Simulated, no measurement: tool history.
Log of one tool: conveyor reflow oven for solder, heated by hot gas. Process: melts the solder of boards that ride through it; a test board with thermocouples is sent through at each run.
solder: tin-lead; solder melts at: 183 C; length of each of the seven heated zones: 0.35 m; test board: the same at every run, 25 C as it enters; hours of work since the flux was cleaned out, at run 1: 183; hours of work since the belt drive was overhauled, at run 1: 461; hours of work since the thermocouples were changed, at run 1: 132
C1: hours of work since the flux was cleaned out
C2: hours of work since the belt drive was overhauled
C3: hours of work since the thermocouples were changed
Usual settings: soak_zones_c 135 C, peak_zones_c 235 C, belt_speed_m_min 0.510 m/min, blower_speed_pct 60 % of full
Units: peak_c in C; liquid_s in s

{"run": 1, "hour": 0.0, "soak_zones_c": 135, "peak_zones_c": 235, "belt_speed_m_min": 0.51, "blower_speed_pct": 60, "C1": 183, "C2": 461, "C3": 132, "peak_c": 213.9, "liquid_s": 56.7}
{"run": 2, "hour": 49.4, "soak_zones_c": 135, "peak_zones_c": 235, "belt_speed_m_min": 0.607, "blower_speed_pct": 60, "C1": 219, "C2": 497, "C3": 167, "peak_c": 207.0, "liquid_s": 40.0}
{"run": 3, "hour": 89.3, "soak_zones_c": 147, "peak_zones_c": 235, "belt_speed_m_min": 0.607, "blower_speed_pct": 60, "C1": 248, "C2": 526, "C3": 196, "peak_c": 209.8, "liquid_s": 47.0}
{"hour": 100.4, "done": "flux residue cleaned out of gas plates and filters"}
{"run": 4, "hour": 128.0, "soak_zones_c": 147, "peak_zones_c": 235, "belt_speed_m_min": 0.607, "blower_speed_pct": 60, "C1": 20, "C2": 550, "C3": 221, "peak_c": 212.0, "liquid_s": 49.3}
{"run": 5, "hour": 173.7, "soak_zones_c": 147, "peak_zones_c": 235, "belt_speed_m_min": 0.607, "blower_speed_pct": 60, "C1": 53, "C2": 583, "C3": 254, "peak_c": 211.6, "liquid_s": 49.1}
{"run": 6, "hour": 214.2, "soak_zones_c": 147, "peak_zones_c": 235, "belt_speed_m_min": 0.607, "blower_speed_pct": 60, "C1": 82, "C2": 612, "C3": 283, "peak_c": 211.6, "liquid_s": 49.1}
{"run": 7, "hour": 265.6, "soak_zones_c": 147, "peak_zones_c": 235, "belt_speed_m_min": 0.607, "blower_speed_pct": 60, "C1": 119, "C2": 650, "C3": 320, "peak_c": 210.9, "liquid_s": 48.7}
{"run": 8, "hour": 311.1, "soak_zones_c": 135, "peak_zones_c": 235, "belt_speed_m_min": 0.51, "blower_speed_pct": 88, "C1": 152, "C2": 682, "C3": 353, "peak_c": 222.3, "liquid_s": 65.7}
{"run": 9, "hour": 341.7, "soak_zones_c": 135, "peak_zones_c": 235, "belt_speed_m_min": 0.51, "blower_speed_pct": 88, "C1": 174, "C2": 704, "C3": 375, "peak_c": 222.4, "liquid_s": 65.0}
{"run": 10, "hour": 395.3, "soak_zones_c": 135, "peak_zones_c": 235, "belt_speed_m_min": 0.51, "blower_speed_pct": 88, "C1": 213, "C2": 743, "C3": 414, "peak_c": 222.0, "liquid_s": 65.1}
{"hour": 423.3, "done": "belt drive overhauled, speed set with a stopwatch"}
{"hour": 455.9, "done": "flux residue cleaned out of gas plates and filters"}
{"run": 11, "hour": 455.9, "soak_zones_c": 135, "peak_zones_c": 235, "belt_speed_m_min": 0.51, "blower_speed_pct": 88, "C1": 0, "C2": 20, "C3": 451, "peak_c": 223.8, "liquid_s": 66.4}
{"run": 12, "hour": 500.1, "soak_zones_c": 135, "peak_zones_c": 235, "belt_speed_m_min": 0.51, "blower_speed_pct": 60, "C1": 32, "C2": 52, "C3": 483, "peak_c": 215.7, "liquid_s": 58.6}
{"run": 13, "hour": 523.2, "soak_zones_c": 121, "peak_zones_c": 235, "belt_speed_m_min": 0.429, "blower_speed_pct": 70, "C1": 49, "C2": 69, "C3": 500, "peak_c": 222.3, "liquid_s": 72.7}
{"run": 14, "hour": 568.7, "soak_zones_c": 132, "peak_zones_c": 233, "belt_speed_m_min": 0.547, "blower_speed_pct": 60, "C1": 81, "C2": 101, "C3": 532, "peak_c": 210.6, "liquid_s": 47.9}
{"hour": 576.2, "done": "thermocouples of zones 6 and 7 changed"}
{"run": 15, "hour": 595.6, "soak_zones_c": 124, "peak_zones_c": 249, "belt_speed_m_min": 0.547, "blower_speed_pct": 76, "C1": 99, "C2": 119, "C3": 14, "peak_c": 227.1, "liquid_s": 59.5}
{"run": 16, "hour": 650.3, "soak_zones_c": 124, "peak_zones_c": 249, "belt_speed_m_min": 0.547, "blower_speed_pct": 76, "C1": 139, "C2": 159, "C3": 54, "peak_c": 226.6, "liquid_s": 59.5}
{"run": 17, "hour": 678.7, "soak_zones_c": 135, "peak_zones_c": 235, "belt_speed_m_min": 0.417, "blower_speed_pct": 77, "C1": 160, "C2": 179, "C3": 74, "peak_c": 224.4, "liquid_s": 82.5}
{"run": 18, "hour": 727.4, "soak_zones_c": 135, "peak_zones_c": 235, "belt_speed_m_min": 0.417, "blower_speed_pct": 77, "C1": 195, "C2": 215, "C3": 109, "peak_c": 224.8, "liquid_s": 82.2}
{"run": 19, "hour": 760.7, "soak_zones_c": 135, "peak_zones_c": 241, "belt_speed_m_min": 0.605, "blower_speed_pct": 60, "C1": 219, "C2": 239, "C3": 133, "peak_c": 211.4, "liquid_s": 45.1}
{"run": 20, "hour": 802.8, "soak_zones_c": 148, "peak_zones_c": 228, "belt_speed_m_min": 0.462, "blower_speed_pct": 80, "C1": 249, "C2": 269, "C3": 164, "peak_c": 217.6, "liquid_s": 74.4}
{"hour": 811.8, "done": "flux residue cleaned out of gas plates and filters"}
{"run": 21, "hour": 854.7, "soak_zones_c": 129, "peak_zones_c": 235, "belt_speed_m_min": 0.51, "blower_speed_pct": 65, "C1": 31, "C2": 303, "C3": 198, "peak_c": 215.8, "liquid_s": 57.0}
{"run": 22, "hour": 907.8, "soak_zones_c": 129, "peak_zones_c": 235, "belt_speed_m_min": 0.51, "blower_speed_pct": 65, "C1": 69, "C2": 341, "C3": 236, "peak_c": 215.2, "liquid_s": 57.3}
{"run": 23, "hour": 934.5, "soak_zones_c": 129, "peak_zones_c": 235, "belt_speed_m_min": 0.51, "blower_speed_pct": 65, "C1": 89, "C2": 361, "C3": 255, "peak_c": 215.6, "liquid_s": 56.6}

Forecast each of these 3 alternatives for the next run:
{"run": "A", "hour": 966.8, "soak_zones_c": 129, "peak_zones_c": 235, "belt_speed_m_min": 0.51, "blower_speed_pct": 79, "C1": 112, "C2": 384, "C3": 279, "peak_c": "?", "liquid_s": "?"}
{"run": "B", "hour": 966.8, "soak_zones_c": 141, "peak_zones_c": 235, "belt_speed_m_min": 0.587, "blower_speed_pct": 54, "C1": 112, "C2": 384, "C3": 279, "peak_c": "?", "liquid_s": "?"}
{"run": "C", "hour": 966.8, "soak_zones_c": 123, "peak_zones_c": 240, "belt_speed_m_min": 0.591, "blower_speed_pct": 65, "C1": 112, "C2": 384, "C3": 279, "peak_c": "?", "liquid_s": "?"}

run=A peak_c=219.7 liquid_s=60.9
run=B peak_c=207.8 liquid_s=44.8
run=C peak_c=212.0 liquid_s=43.5
Without the tool's hidden state the same runs would have given:
run=A peak_c=220.4 liquid_s=61.4
run=B peak_c=208.4 liquid_s=45.5
run=C peak_c=212.9 liquid_s=44.3
